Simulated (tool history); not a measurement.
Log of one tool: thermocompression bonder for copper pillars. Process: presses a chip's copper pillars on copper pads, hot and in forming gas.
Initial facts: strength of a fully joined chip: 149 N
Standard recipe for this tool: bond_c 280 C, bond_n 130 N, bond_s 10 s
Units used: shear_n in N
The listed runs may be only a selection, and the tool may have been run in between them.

run,hour,bond_c,bond_n,bond_s,shear_n
1,0,280,130,10,59.3
2,6.6,280,130,10,59.3
3,18,280,130,10,59.3
4,29.4,280,130,10,59.1
5,35.3,280,130,10,57.9
6,44,304,130,10,73
7,51,276,130,10,55.4
8,60.3,280,130,10,57.6
9,69.6,280,130,10,57.6
10,79.5,280,130,10,59.5
11,85.7,280,130,10,57.2
# hour 92.1: forming gas filter changed
12,95.1,280,130,10,61.6
13,106.1,280,130,11,64.4
14,117.4,280,130,20,77
15,127.4,280,171,20,90.3
16,134.5,280,171,20,91
17,139.9,280,181,15,87.5
18,145.3,280,82,10,42.2
19,156.7,280,82,10,43.5
20,164,257,167,7,49.3
21,171.5,257,136,23,67.9
22,178.5,257,136,23,67.7
23,188.1,257,136,23,68.9
24,198.7,268,136,14,60.6
25,204.2,267,136,16,65.2
26,209,288,136,16,77.6
27,213.7,275,97,16,55.8
28,223.3,289,97,13,59.5
29,232.4,280,130,6,49
30,239.1,288,102,9,52
31,249.4,278,132,13,63.6
32,259.4,278,132,13,64.7

5 options for the next run, each taken on its own from the tool as it stands now. Forecast them:
A,268.2,278,81,13,?
B,268.2,278,192,13,?
C,268.2,256,174,13,?
D,268.2,264,132,7,?
E,268.2,292,123,13,?

run,shear_n
A,45.6
B,82.2
C,64.4
D,43.9
E,68.4
Without the tool's hidden state the same runs would have given:
run,shear_n
A,50
B,89
C,70.3
D,48.3
E,74.3
